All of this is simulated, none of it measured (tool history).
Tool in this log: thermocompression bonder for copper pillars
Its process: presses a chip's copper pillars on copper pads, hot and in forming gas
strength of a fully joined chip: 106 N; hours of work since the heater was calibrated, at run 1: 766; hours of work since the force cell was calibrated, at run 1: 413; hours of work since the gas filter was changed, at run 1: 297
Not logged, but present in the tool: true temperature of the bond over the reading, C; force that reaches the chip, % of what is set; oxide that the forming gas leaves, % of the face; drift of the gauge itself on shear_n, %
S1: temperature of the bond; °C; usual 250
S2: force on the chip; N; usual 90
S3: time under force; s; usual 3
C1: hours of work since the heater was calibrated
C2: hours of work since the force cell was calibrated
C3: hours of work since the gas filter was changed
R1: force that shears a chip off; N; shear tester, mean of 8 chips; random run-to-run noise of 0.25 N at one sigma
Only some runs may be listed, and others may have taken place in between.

{"run": 1, "day": 0.0, "S1": 250, "S2": 90, "S3": 3, "C1": 766, "C2": 413, "C3": 297, "R1": 48.0}
{"run": 2, "day": 2.317, "S1": 250, "S2": 90, "S3": 3, "C1": 798, "C2": 446, "C3": 329, "R1": 48.2}
{"day": 3.329, "done": "forming gas filter changed"}
{"run": 3, "day": 5.279, "S1": 250, "S2": 90, "S3": 3, "C1": 839, "C2": 486, "C3": 27, "R1": 50.2}
{"run": 4, "day": 7.188, "S1": 250, "S2": 90, "S3": 3, "C1": 865, "C2": 513, "C3": 54, "R1": 49.8}
{"day": 8.05, "done": "heater calibrated with a thermocouple chip"}
{"run": 5, "day": 8.775, "S1": 250, "S2": 90, "S3": 3, "C1": 10, "C2": 534, "C3": 74, "R1": 45.9}
{"run": 6, "day": 11.838, "S1": 250, "S2": 90, "S3": 3, "C1": 53, "C2": 576, "C3": 117, "R1": 46.2}
{"run": 7, "day": 13.417, "S1": 250, "S2": 90, "S3": 4, "C1": 74, "C2": 598, "C3": 139, "R1": 51.9}
{"run": 8, "day": 15.088, "S1": 250, "S2": 90, "S3": 4, "C1": 98, "C2": 621, "C3": 162, "R1": 51.1}
{"run": 9, "day": 16.812, "S1": 250, "S2": 90, "S3": 4, "C1": 122, "C2": 645, "C3": 186, "R1": 51.4}
{"run": 10, "day": 18.288, "S1": 250, "S2": 90, "S3": 3, "C1": 142, "C2": 666, "C3": 206, "R1": 46.3}
{"run": 11, "day": 19.692, "S1": 250, "S2": 90, "S3": 3, "C1": 162, "C2": 685, "C3": 226, "R1": 46.8}
{"run": 12, "day": 21.079, "S1": 250, "S2": 90, "S3": 3, "C1": 181, "C2": 704, "C3": 245, "R1": 46.4}
{"run": 13, "day": 23.338, "S1": 264, "S2": 131, "S3": 3, "C1": 212, "C2": 736, "C3": 276, "R1": 71.3}
{"run": 14, "day": 25.633, "S1": 278, "S2": 55, "S3": 8, "C1": 244, "C2": 768, "C3": 308, "R1": 55.1}
{"run": 15, "day": 27.712, "S1": 231, "S2": 94, "S3": 2, "C1": 273, "C2": 797, "C3": 337, "R1": 33.1}
{"day": 27.946, "done": "forming gas filter changed"}
{"run": 16, "day": 29.429, "S1": 276, "S2": 90, "S3": 5, "C1": 296, "C2": 820, "C3": 21, "R1": 71.0}
{"run": 17, "day": 31.846, "S1": 232, "S2": 109, "S3": 7, "C1": 330, "C2": 854, "C3": 54, "R1": 62.4}
{"run": 18, "day": 33.854, "S1": 230, "S2": 112, "S3": 3, "C1": 358, "C2": 881, "C3": 82, "R1": 47.2}
{"run": 19, "day": 35.85, "S1": 250, "S2": 72, "S3": 2, "C1": 385, "C2": 909, "C3": 110, "R1": 32.9}
{"run": 20, "day": 37.917, "S1": 250, "S2": 72, "S3": 2, "C1": 414, "C2": 938, "C3": 138, "R1": 33.2}
{"run": 21, "day": 39.458, "S1": 250, "S2": 72, "S3": 2, "C1": 435, "C2": 959, "C3": 160, "R1": 32.6}
{"run": 22, "day": 42.425, "S1": 250, "S2": 72, "S3": 2, "C1": 477, "C2": 1000, "C3": 201, "R1": 33.0}
{"run": 23, "day": 43.679, "S1": 239, "S2": 90, "S3": 7, "C1": 494, "C2": 1018, "C3": 218, "R1": 56.6}

Measured result minus the same run's result without the hidden state. Both carry the same run-to-run variation, though not necessarily the same gauge scatter:
run=1 R1=+2.1
run=2 R1=+2.1
run=3 R1=+4.3
run=4 R1=+4.2
run=5 R1=+0.4
run=6 R1=+0.4
run=7 R1=+0.4
run=8 R1=+0.4
run=9 R1=+0.4
run=10 R1=+0.5
run=11 R1=+0.5
run=12 R1=+0.4
run=13 R1=-0.3
run=14 R1=+0.1
run=15 R1=+0.5
run=16 R1=+2.3
run=17 R1=+2.4
run=18 R1=+2.2
run=19 R1=+1.6
run=20 R1=+1.6
run=21 R1=+1.7
run=22 R1=+1.7
run=23 R1=+2.1
